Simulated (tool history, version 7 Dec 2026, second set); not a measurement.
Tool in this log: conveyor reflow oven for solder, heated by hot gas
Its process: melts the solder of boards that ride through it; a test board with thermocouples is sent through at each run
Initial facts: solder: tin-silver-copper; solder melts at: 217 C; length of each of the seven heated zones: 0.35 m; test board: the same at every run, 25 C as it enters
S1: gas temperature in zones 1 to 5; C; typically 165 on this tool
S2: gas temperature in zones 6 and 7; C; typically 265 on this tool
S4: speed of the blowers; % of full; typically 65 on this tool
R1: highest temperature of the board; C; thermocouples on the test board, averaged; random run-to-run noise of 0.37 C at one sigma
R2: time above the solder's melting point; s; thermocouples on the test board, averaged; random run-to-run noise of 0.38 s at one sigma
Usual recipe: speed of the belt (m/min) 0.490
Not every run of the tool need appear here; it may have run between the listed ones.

Run 1, hour 0.0: usual settings. Result: R1 249.4 C, R2 59.8 s.
Run 2, hour 8.8: usual settings. Result: R1 249.5 C, R2 59.8 s.
Run 3, hour 18.0: usual settings. Result: R1 249.3 C, R2 58.8 s.
Run 4, hour 22.6: usual settings but S1 167 C. Result: R1 249.4 C, R2 60.1 s.
Run 5, hour 30.9: usual settings but S1 167 C. Result: R1 249.3 C, R2 60.9 s.
Run 6, hour 40.8: usual settings but S2 276 C. Result: R1 259.0 C, R2 67.0 s.
Run 7, hour 47.8: usual settings but S2 276 C. Result: R1 259.5 C, R2 66.6 s.
Run 8, hour 57.5: usual settings. Result: R1 248.8 C, R2 59.2 s.
Run 9, hour 65.1: usual settings but S2 279 C. Result: R1 261.9 C, R2 69.0 s.
Run 10, hour 72.7: usual settings but S2 279 C. Result: R1 262.2 C, R2 68.5 s.
Run 11, hour 77.5: usual settings. Result: R1 249.5 C, R2 58.8 s.
Run 12, hour 82.6: usual settings. Result: R1 249.6 C, R2 58.7 s.
Run 13, hour 91.9: usual settings. Result: R1 248.8 C, R2 59.2 s.
Run 14, hour 101.5: usual settings but S1 162 C. Result: R1 248.8 C, R2 57.6 s.
Run 15, hour 109.2: usual settings but S1 162 C. Result: R1 248.4 C, R2 57.5 s.
Run 16, hour 114.2: usual settings but S1 177 C. Result: R1 250.5 C, R2 65.5 s.
Run 17, hour 123.9: usual settings but S1 177 C. Result: R1 250.5 C, R2 65.5 s.
Run 18, hour 131.6: usual settings but S1 156 C, speed of the belt (m/min) 0.492. Result: R1 247.1 C, R2 54.1 s.
Run 19, hour 136.0: usual settings but S1 156 C, speed of the belt (m/min) 0.492. Result: R1 247.6 C, R2 54.5 s.
Run 20, hour 144.2: usual settings but S1 159 C, speed of the belt (m/min) 0.476. Result: R1 248.2 C, R2 59.3 s.
Run 21, hour 154.3: usual settings but S1 159 C, speed of the belt (m/min) 0.476. Result: R1 249.1 C, R2 58.2 s.
Run 22, hour 159.9: usual settings but speed of the belt (m/min) 0.576, S4 79 % of full. Result: R1 247.4 C, R2 47.5 s.
Run 23, hour 168.1: usual settings but S1 155 C. Result: R1 246.9 C, R2 54.3 s.
Run 24, hour 176.0: usual settings but S2 278 C, S4 62 % of full. Result: R1 259.9 C, R2 67.9 s.
Run 25, hour 182.8: usual settings but S2 278 C, S4 62 % of full. Result: R1 259.8 C, R2 66.8 s.
Run 26, hour 187.0: usual settings but S1 162 C, speed of the belt (m/min) 0.503. Result: R1 247.9 C, R2 54.5 s.
Run 27, hour 196.8: usual settings but S1 162 C, speed of the belt (m/min) 0.540. Result: R1 244.8 C, R2 48.2 s.
Run 28, hour 206.7: usual settings but S2 255 C, S4 57 % of full. Result: R1 237.6 C, R2 46.5 s.
Run 29, hour 213.5: usual settings but S2 255 C, S4 57 % of full. Result: R1 237.6 C, R2 45.7 s.
Run 30, hour 222.5: usual settings but S1 171 C, S2 262 C, speed of the belt (m/min) 0.588, S4 54 % of full. Result: R1 237.6 C, R2 37.3 s.
Run 31, hour 228.3: usual settings but S1 171 C, S2 262 C, speed of the belt (m/min) 0.588, S4 54 % of full. Result: R1 237.9 C, R2 36.7 s.

Branching from run 31: 3 alternative next runs. What would each branch give?
Run A, hour 237.5: usual settings. Result: R1 ?, R2 ?.
Run B, hour 237.5: usual settings but S1 168 C, S2 266 C, speed of the belt (m/min) 0.404, S4 54 % of full. Result: R1 ?, R2 ?.
Run C, hour 237.5: usual settings but S1 167 C, S2 279 C, S4 86 % of full. Result: R1 ?, R2 ?.

run     R1    R2
  A  248.7  58.0
  B  252.7  78.4
  C  266.1  72.5
Stripped of hidden state, with their random variation kept, the same runs would have yielded:
run     R1    R2
  A  250.8  60.0
  B  254.4  79.7
  C  268.5  73.5

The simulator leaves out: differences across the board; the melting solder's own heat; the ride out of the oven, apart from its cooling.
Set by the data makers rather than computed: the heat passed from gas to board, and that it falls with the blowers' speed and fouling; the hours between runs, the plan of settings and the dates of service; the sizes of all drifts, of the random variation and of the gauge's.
